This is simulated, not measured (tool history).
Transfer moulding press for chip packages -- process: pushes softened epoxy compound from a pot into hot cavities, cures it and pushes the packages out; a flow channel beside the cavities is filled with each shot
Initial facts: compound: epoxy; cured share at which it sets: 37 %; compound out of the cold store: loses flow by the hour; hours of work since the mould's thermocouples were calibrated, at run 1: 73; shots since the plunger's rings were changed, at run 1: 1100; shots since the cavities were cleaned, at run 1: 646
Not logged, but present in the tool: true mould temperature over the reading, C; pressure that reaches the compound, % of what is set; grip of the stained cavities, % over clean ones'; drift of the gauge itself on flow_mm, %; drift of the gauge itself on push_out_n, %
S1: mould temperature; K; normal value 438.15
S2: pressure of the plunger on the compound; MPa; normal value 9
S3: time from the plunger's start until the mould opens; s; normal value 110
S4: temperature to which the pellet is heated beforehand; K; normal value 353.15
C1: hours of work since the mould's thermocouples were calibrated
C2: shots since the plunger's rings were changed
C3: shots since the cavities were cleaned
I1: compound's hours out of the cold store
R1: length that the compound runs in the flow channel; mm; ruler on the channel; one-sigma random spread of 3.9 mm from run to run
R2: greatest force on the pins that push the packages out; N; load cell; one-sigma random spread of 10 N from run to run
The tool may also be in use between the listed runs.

run 1 hour=0 | S1=438.15 S2=9 S3=110 S4=353.15 | C1=73 C2=1100 C3=646 | I1=23.3 | R1=490 R2=1000
-- hour=2.1 cavities cleaned with cleaning compound and waxed
run 2 hour=5.6 | S1=438.15 S2=9 S3=110 S4=353.15 | C1=75 C2=1133 C3=29 | I1=34.5 | R1=469 R2=535
run 3 hour=14.7 | S1=438.15 S2=9.36 S3=110 S4=353.15 | C1=80 C2=1207 C3=103 | I1=28.2 | R1=495 R2=635
run 4 hour=18.9 | S1=438.15 S2=7.61 S3=110 S4=353.15 | C1=82 C2=1242 C3=138 | I1=35.6 | R1=426 R2=696
run 5 hour=25.4 | S1=438.15 S2=7.61 S3=110 S4=353.15 | C1=86 C2=1294 C3=190 | I1=13.6 | R1=472 R2=753
run 6 hour=32.3 | S1=438.15 S2=7.61 S3=110 S4=353.15 | C1=90 C2=1351 C3=247 | I1=37.1 | R1=423 R2=807
run 7 hour=36.3 | S1=438.15 S2=9 S3=110 S4=353.15 | C1=92 C2=1383 C3=279 | I1=21.9 | R1=491 R2=841
run 8 hour=41.2 | S1=438.15 S2=9 S3=110 S4=353.15 | C1=94 C2=1423 C3=319 | I1=30.1 | R1=473 R2=830
run 9 hour=49.4 | S1=445.15 S2=9 S3=110 S4=353.15 | C1=99 C2=1490 C3=386 | I1=39.7 | R1=446 R2=821
run 10 hour=56.9 | S1=438.15 S2=9 S3=110 S4=353.15 | C1=103 C2=1551 C3=447 | I1=16.2 | R1=510 R2=906
run 11 hour=61.7 | S1=438.15 S2=9 S3=110 S4=353.15 | C1=105 C2=1591 C3=487 | I1=36.9 | R1=460 R2=940
-- hour=64.2 mould's thermocouples calibrated
run 12 hour=70.8 | S1=439.15 S2=9 S3=110 S4=353.15 | C1=4 C2=1648 C3=544 | I1=26 | R1=487 R2=916
run 13 hour=78.7 | S1=439.15 S2=9 S3=110 S4=353.15 | C1=8 C2=1713 C3=609 | I1=11.1 | R1=514 R2=962
-- hour=85.6 cavities cleaned with cleaning compound and waxed
run 14 hour=88.3 | S1=438.15 S2=9 S3=110 S4=353.15 | C1=12 C2=1778 C3=22 | I1=41.3 | R1=448 R2=527
run 15 hour=93.3 | S1=438.15 S2=9 S3=96 S4=353.15 | C1=15 C2=1819 C3=63 | I1=12.5 | R1=513 R2=699
run 16 hour=100.6 | S1=439.15 S2=9 S3=96 S4=353.15 | C1=19 C2=1879 C3=123 | I1=43 | R1=444 R2=725
-- hour=106 mould's thermocouples calibrated, once more
run 17 hour=108.4 | S1=440.15 S2=9 S3=110 S4=351.15 | C1=1 C2=1926 C3=170 | I1=15.2 | R1=498 R2=702
run 18 hour=113.4 | S1=438.15 S2=9 S3=110 S4=352.15 | C1=4 C2=1966 C3=210 | I1=38.2 | R1=454 R2=752
run 19 hour=119.3 | S1=433.15 S2=8.44 S3=110 S4=350.15 | C1=7 C2=2014 C3=258 | I1=17.2 | R1=498 R2=963
run 20 hour=128.3 | S1=433.15 S2=8.44 S3=110 S4=350.15 | C1=12 C2=2088 C3=332 | I1=30.1 | R1=468 R2=1007
run 21 hour=137 | S1=438.15 S2=9 S3=149 S4=353.15 | C1=17 C2=2159 C3=403 | I1=27.8 | R1=473 R2=817
run 22 hour=141.9 | S1=438.15 S2=9 S3=149 S4=353.15 | C1=19 C2=2198 C3=442 | I1=25.1 | R1=475 R2=845
run 23 hour=145.8 | S1=438.15 S2=9 S3=149 S4=353.15 | C1=21 C2=2231 C3=475 | I1=21.9 | R1=484 R2=844
run 24 hour=151.3 | S1=438.15 S2=9 S3=149 S4=353.15 | C1=24 C2=2276 C3=520 | I1=17.9 | R1=496 R2=874
run 25 hour=156 | S1=431.15 S2=9 S3=92 S4=354.15 | C1=27 C2=2314 C3=558 | I1=10 | R1=530 R2=1915
run 26 hour=164.6 | S1=431.15 S2=9 S3=92 S4=354.15 | C1=31 C2=2384 C3=628 | I1=38.5 | R1=465 R2=1674
-- hour=168.9 cavities cleaned with cleaning compound and waxed
run 27 hour=172.4 | S1=443.15 S2=9 S3=136 S4=353.15 | C1=35 C2=2435 C3=29 | I1=42.7 | R1=428 R2=477
run 28 hour=181.8 | S1=443.15 S2=9 S3=136 S4=353.15 | C1=40 C2=2512 C3=106 | I1=15.7 | R1=492 R2=608
run 29 hour=186.3 | S1=443.15 S2=7.59 S3=136 S4=349.15 | C1=42 C2=2549 C3=143 | I1=14.9 | R1=456 R2=615

Branching from run 29: 3 alternative next runs. What would each branch give?
run A hour=192.1 | S1=438.15 S2=9.49 S3=110 S4=344.15 | C1=45 C2=2595 C3=189 | I1=15.3 | R1=? R2=?
run B hour=192.1 | S1=437.15 S2=9 S3=107 S4=348.15 | C1=45 C2=2595 C3=189 | I1=38.4 | R1=? R2=?
run C hour=192.1 | S1=441.15 S2=7.59 S3=146 S4=349.15 | C1=45 C2=2595 C3=189 | I1=45.9 | R1=? R2=?

run=A R1=511 R2=770
run=B R1=446 R2=748
run=C R1=386 R2=684
With the hidden condition removed and each run's random variation left untouched, the same runs would have given:
run=A R1=538 R2=511
run=B R1=469 R2=493
run=C R1=406 R2=453

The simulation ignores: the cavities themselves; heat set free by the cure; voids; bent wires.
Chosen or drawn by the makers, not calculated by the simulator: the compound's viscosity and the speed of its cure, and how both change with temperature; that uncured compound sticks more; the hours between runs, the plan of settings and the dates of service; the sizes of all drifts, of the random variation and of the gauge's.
